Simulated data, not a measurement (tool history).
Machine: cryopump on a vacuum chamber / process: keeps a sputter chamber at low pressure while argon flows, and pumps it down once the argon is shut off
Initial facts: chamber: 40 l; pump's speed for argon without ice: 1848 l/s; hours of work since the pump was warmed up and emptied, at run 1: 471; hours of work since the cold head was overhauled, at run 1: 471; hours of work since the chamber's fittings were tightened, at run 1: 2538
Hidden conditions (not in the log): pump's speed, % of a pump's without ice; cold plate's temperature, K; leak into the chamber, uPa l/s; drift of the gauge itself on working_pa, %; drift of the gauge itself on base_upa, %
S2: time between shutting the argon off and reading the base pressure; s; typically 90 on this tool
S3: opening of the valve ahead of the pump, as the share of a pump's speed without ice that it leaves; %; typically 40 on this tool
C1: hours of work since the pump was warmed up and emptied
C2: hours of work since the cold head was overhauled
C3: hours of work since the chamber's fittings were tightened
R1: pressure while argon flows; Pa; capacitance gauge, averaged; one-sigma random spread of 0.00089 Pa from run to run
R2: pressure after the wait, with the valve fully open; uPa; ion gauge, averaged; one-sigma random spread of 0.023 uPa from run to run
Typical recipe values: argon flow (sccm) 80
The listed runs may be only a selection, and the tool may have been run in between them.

run 1 hour=0.0 | argon_flow_(sccm)=80 S2=90 S3=40 | C1=471 C2=471 C3=2538 | R1=0.2146 R2=2.41
run 2 hour=24.5 | argon_flow_(sccm)=80 S2=90 S3=40 | C1=483 C2=483 C3=2550 | R1=0.2149 R2=2.40
run 3 hour=45.4 | argon_flow_(sccm)=80 S2=90 S3=40 | C1=493 C2=493 C3=2561 | R1=0.2165 R2=2.50
run 4 hour=63.7 | argon_flow_(sccm)=157 S2=90 S3=40 | C1=502 C2=502 C3=2569 | R1=0.4267 R2=2.47
run 5 hour=81.3 | argon_flow_(sccm)=80 S2=204 S3=40 | C1=510 C2=510 C3=2578 | R1=0.2168 R2=2.09
run 6 hour=108.4 | argon_flow_(sccm)=80 S2=90 S3=40 | C1=524 C2=524 C3=2591 | R1=0.2185 R2=2.49
-- hour=123.2 pump warmed up, emptied and cooled again
run 7 hour=127.6 | argon_flow_(sccm)=80 S2=90 S3=40 | C1=2 C2=530 C3=2598 | R1=0.1836 R2=1.93
run 8 hour=153.6 | argon_flow_(sccm)=80 S2=90 S3=40 | C1=15 C2=543 C3=2611 | R1=0.1849 R2=1.98
run 9 hour=182.6 | argon_flow_(sccm)=80 S2=90 S3=40 | C1=29 C2=557 C3=2625 | R1=0.1862 R2=1.92
run 10 hour=196.0 | argon_flow_(sccm)=45 S2=90 S3=40 | C1=35 C2=564 C3=2631 | R1=0.1035 R2=1.99
run 11 hour=217.4 | argon_flow_(sccm)=45 S2=90 S3=40 | C1=46 C2=574 C3=2642 | R1=0.1053 R2=2.01
run 12 hour=246.7 | argon_flow_(sccm)=45 S2=90 S3=40 | C1=60 C2=588 C3=2656 | R1=0.1058 R2=2.04
run 13 hour=273.3 | argon_flow_(sccm)=45 S2=89 S3=40 | C1=73 C2=601 C3=2669 | R1=0.1057 R2=2.02
run 14 hour=292.2 | argon_flow_(sccm)=45 S2=89 S3=40 | C1=82 C2=610 C3=2678 | R1=0.1055 R2=2.06
run 15 hour=308.5 | argon_flow_(sccm)=43 S2=265 S3=40 | C1=90 C2=618 C3=2686 | R1=0.1022 R2=1.61
run 16 hour=321.7 | argon_flow_(sccm)=39 S2=27 S3=17 | C1=96 C2=625 C3=2692 | R1=0.2139 R2=3.66
run 17 hour=342.2 | argon_flow_(sccm)=68 S2=49 S3=56 | C1=106 C2=635 C3=2702 | R1=0.1170 R2=2.66
run 18 hour=357.5 | argon_flow_(sccm)=68 S2=49 S3=56 | C1=114 C2=642 C3=2710 | R1=0.1164 R2=2.67
run 19 hour=381.4 | argon_flow_(sccm)=59 S2=52 S3=40 | C1=125 C2=654 C3=2721 | R1=0.1414 R2=2.58
run 20 hour=399.6 | argon_flow_(sccm)=148 S2=28 S3=30 | C1=134 C2=663 C3=2730 | R1=0.4650 R2=3.67
run 21 hour=425.2 | argon_flow_(sccm)=53 S2=90 S3=18 | C1=147 C2=675 C3=2743 | R1=0.2760 R2=2.13
run 22 hour=445.2 | argon_flow_(sccm)=53 S2=90 S3=18 | C1=156 C2=685 C3=2752 | R1=0.2767 R2=2.14
run 23 hour=466.2 | argon_flow_(sccm)=94 S2=46 S3=18 | C1=167 C2=695 C3=2762 | R1=0.4889 R2=2.80
run 24 hour=492.4 | argon_flow_(sccm)=63 S2=31 S3=20 | C1=179 C2=708 C3=2775 | R1=0.2969 R2=3.41
run 25 hour=511.2 | argon_flow_(sccm)=139 S2=38 S3=49 | C1=188 C2=717 C3=2784 | R1=0.2785 R2=3.10

5 ways to go on from here, each from the tool as it stands after run 25. What would each give?
run A hour=525.8 | argon_flow_(sccm)=139 S2=38 S3=33 | C1=196 C2=724 C3=2791 | R1=? R2=?
run B hour=525.8 | argon_flow_(sccm)=34 S2=38 S3=49 | C1=196 C2=724 C3=2791 | R1=? R2=?
run C hour=525.8 | argon_flow_(sccm)=139 S2=23 S3=49 | C1=196 C2=724 C3=2791 | R1=? R2=?
run D hour=525.8 | argon_flow_(sccm)=80 S2=90 S3=32 | C1=196 C2=724 C3=2791 | R1=? R2=?
run E hour=525.8 | argon_flow_(sccm)=80 S2=90 S3=18 | C1=196 C2=724 C3=2791 | R1=? R2=?

run=A R1=0.4056 R2=3.04
run=B R1=0.0678 R2=3.17
run=C R1=0.2810 R2=4.22
run=D R1=0.2398 R2=2.25
run=E R1=0.4159 R2=2.20
Stripped of hidden state, with their random variation kept, the same runs would have yielded:
run=A R1=0.3859 R2=1.68
run=B R1=0.0630 R2=1.75
run=C R1=0.2612 R2=2.79
run=D R1=0.2285 R2=0.85
run=E R1=0.4046 R2=0.80

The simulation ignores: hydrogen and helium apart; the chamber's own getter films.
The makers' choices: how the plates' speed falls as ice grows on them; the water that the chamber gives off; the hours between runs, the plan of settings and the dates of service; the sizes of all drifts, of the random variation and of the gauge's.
